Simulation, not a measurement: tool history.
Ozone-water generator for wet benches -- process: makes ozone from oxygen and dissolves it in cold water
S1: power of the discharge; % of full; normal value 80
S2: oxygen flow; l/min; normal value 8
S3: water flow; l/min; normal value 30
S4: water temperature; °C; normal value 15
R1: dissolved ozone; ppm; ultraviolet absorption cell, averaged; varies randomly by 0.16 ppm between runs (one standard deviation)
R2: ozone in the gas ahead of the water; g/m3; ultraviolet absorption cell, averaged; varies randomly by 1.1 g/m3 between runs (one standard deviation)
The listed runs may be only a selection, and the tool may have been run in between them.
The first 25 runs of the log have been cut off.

run	day	S1	S2	S3	S4	R1	R2
26	107.379	45	8	30	15	11.6	107.3
27	109.946	45	8	30	15	11.6	109.2
28	115.321	45	8	30	15	11.3	107
# day 118.029: water thermometer calibrated
29	120.454	80	4.36	25	23	18.5	237.2
30	124.029	80	4.36	25	23	18.3	238.7
31	127.975	63	6.95	25	15	16.8	145.6
32	132.729	63	6.95	25	15	16.9	146.2
33	136.192	41	9.2	28	11	11.6	90.3

3 ways to go on from here, each from the tool as it stands after run 33. What would each give?
# day 138.679: contactor cleaned
A	141.958	41	11.88	43	16	?	?
# day 138.679: contactor cleaned
B	141.958	80	12.95	30	15	?	?
# day 138.679: contactor cleaned
C	141.958	41	11.55	19	11	?	?

run	R1	R2
A	7.6	77.7
B	15.7	110.9
C	14.8	78.9
Without the tool's hidden state the same runs would have given:
run	R1	R2
A	8.7	89
B	20.2	142.7
C	17	90.4
